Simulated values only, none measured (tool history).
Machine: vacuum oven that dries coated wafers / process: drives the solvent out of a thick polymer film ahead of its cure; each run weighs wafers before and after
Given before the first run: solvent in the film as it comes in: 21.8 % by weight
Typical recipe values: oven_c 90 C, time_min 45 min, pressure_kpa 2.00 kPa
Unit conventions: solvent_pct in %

run     day  oven_c  time_min  pressure_kpa  solvent_pct
  1   0.000      90        45          2.00         3.57
  2   3.721      90        45          2.00         3.63
  3   7.896      90        45          2.00         3.62
  4  10.000     100        45          2.00         1.19
  5  13.121      90        45          2.00         3.64
  6  17.796     101        45          2.00         1.29
  7  21.617     101        45          2.00         1.23
  8  25.333     101        45          2.00         1.28
  9  30.233      96        51          2.77         2.09
 10  33.950      96        51          7.81         3.90
 11  38.096      84        51          1.87         5.46

Each row is a separate what-if for the run after 11, all from the same tool condition, not one after another. Results?
  A  40.488      84        23          1.87            ?
  B  40.488      82        51          1.87            ?
  C  40.488      90        45          1.32            ?

run  solvent_pct
  A        10.07
  B         6.20
  C         3.61
Without the tool's hidden state the same runs would have given:
run  solvent_pct
  A         9.57
  B         5.62
  C         3.14
